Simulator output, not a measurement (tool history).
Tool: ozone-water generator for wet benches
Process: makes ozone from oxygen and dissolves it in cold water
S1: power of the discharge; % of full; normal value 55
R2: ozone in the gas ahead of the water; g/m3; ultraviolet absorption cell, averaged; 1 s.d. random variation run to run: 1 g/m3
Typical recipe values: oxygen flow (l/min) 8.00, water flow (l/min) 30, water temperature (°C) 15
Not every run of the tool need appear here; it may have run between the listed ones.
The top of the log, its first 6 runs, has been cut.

Run 7, hour 353.9: usual settings but water temperature (°C) 7. Result: dissolved ozone (ppm) 21.4, R2 177.7 g/m3.
Run 8, hour 421.6: usual settings but S1 51 % of full. Result: dissolved ozone (ppm) 18.1, R2 168.0 g/m3.
Run 9, hour 506.1: usual settings. Result: dissolved ozone (ppm) 19.1, R2 179.7 g/m3.
Run 10, hour 551.1: usual settings. Result: dissolved ozone (ppm) 19.2, R2 179.6 g/m3.
Run 11, hour 617.1: usual settings but oxygen flow (l/min) 7.68. Result: dissolved ozone (ppm) 19.1, R2 182.0 g/m3.
Run 12, hour 680.4: usual settings but oxygen flow (l/min) 7.68. Result: dissolved ozone (ppm) 19.0, R2 181.1 g/m3.
Run 13, hour 743.0: usual settings but S1 86 % of full, oxygen flow (l/min) 7.68. Result: dissolved ozone (ppm) 27.8, R2 265.9 g/m3.
Run 14, hour 802.3: usual settings but water flow (l/min) 45. Result: dissolved ozone (ppm) 13.4, R2 178.4 g/m3.
Run 15, hour 859.3: usual settings but water temperature (°C) 18. Result: dissolved ozone (ppm) 18.7, R2 180.2 g/m3.
Run 16, hour 908.0: usual settings but water temperature (°C) 18. Result: dissolved ozone (ppm) 18.6, R2 179.4 g/m3.
Run 17, hour 947.6: usual settings but S1 41 % of full, water flow (l/min) 37, water temperature (°C) 18. Result: dissolved ozone (ppm) 12.3, R2 140.8 g/m3.
Run 18, hour 990.6: usual settings but S1 41 % of full, oxygen flow (l/min) 9.31, water flow (l/min) 29, water temperature (°C) 11. Result: dissolved ozone (ppm) 16.4, R2 132.4 g/m3.
Run 19, hour 1054.8: usual settings but S1 41 % of full, oxygen flow (l/min) 9.31, water flow (l/min) 29, water temperature (°C) 11. Result: dissolved ozone (ppm) 16.6, R2 132.4 g/m3.
Run 20, hour 1132.6: usual settings but S1 41 % of full, oxygen flow (l/min) 9.31, water flow (l/min) 29, water temperature (°C) 11. Result: dissolved ozone (ppm) 16.5, R2 130.9 g/m3.
Run 21, hour 1172.3: usual settings but S1 67 % of full, oxygen flow (l/min) 8.97, water flow (l/min) 18, water temperature (°C) 11. Result: dissolved ozone (ppm) 34.8, R2 201.8 g/m3.
Run 22, hour 1210.9: usual settings but S1 66 % of full, oxygen flow (l/min) 8.03, water temperature (°C) 12. Result: dissolved ozone (ppm) 23.1, R2 208.2 g/m3.
Run 23, hour 1271.0: usual settings but S1 53 % of full, water flow (l/min) 27. Result: dissolved ozone (ppm) 20.2, R2 171.9 g/m3.
At hour 1286.9: contactor cleaned.
Run 24, hour 1335.4: usual settings but S1 74 % of full, oxygen flow (l/min) 4.94, water flow (l/min) 21. Result: dissolved ozone (ppm) 30.4, R2 279.0 g/m3.
Run 25, hour 1424.3: usual settings but S1 87 % of full, water flow (l/min) 19. Result: dissolved ozone (ppm) 39.1, R2 257.0 g/m3.
Run 26, hour 1516.9: usual settings but oxygen flow (l/min) 6.44, water flow (l/min) 23, water temperature (°C) 7. Result: dissolved ozone (ppm) 25.8, R2 196.0 g/m3.
Run 27, hour 1570.9: usual settings but S1 64 % of full, oxygen flow (l/min) 6.44, water flow (l/min) 23, water temperature (°C) 7. Result: dissolved ozone (ppm) 29.1, R2 222.1 g/m3.
Run 28, hour 1631.8: usual settings but water flow (l/min) 45. Result: dissolved ozone (ppm) 13.4, R2 179.6 g/m3.

Estimate the outcome of run 29 from the log above:
Run 29, hour 1702.0: usual settings but oxygen flow (l/min) 13.18, water flow (l/min) 26. Result: dissolved ozone (ppm) ?, R2 ?.

dissolved ozone (ppm): 21.8
R2: 143.6 g/m3
Minus the tool's unlogged condition, the same run would have read dissolved ozone (ppm) 21.8, R2 143.8 g/m3.
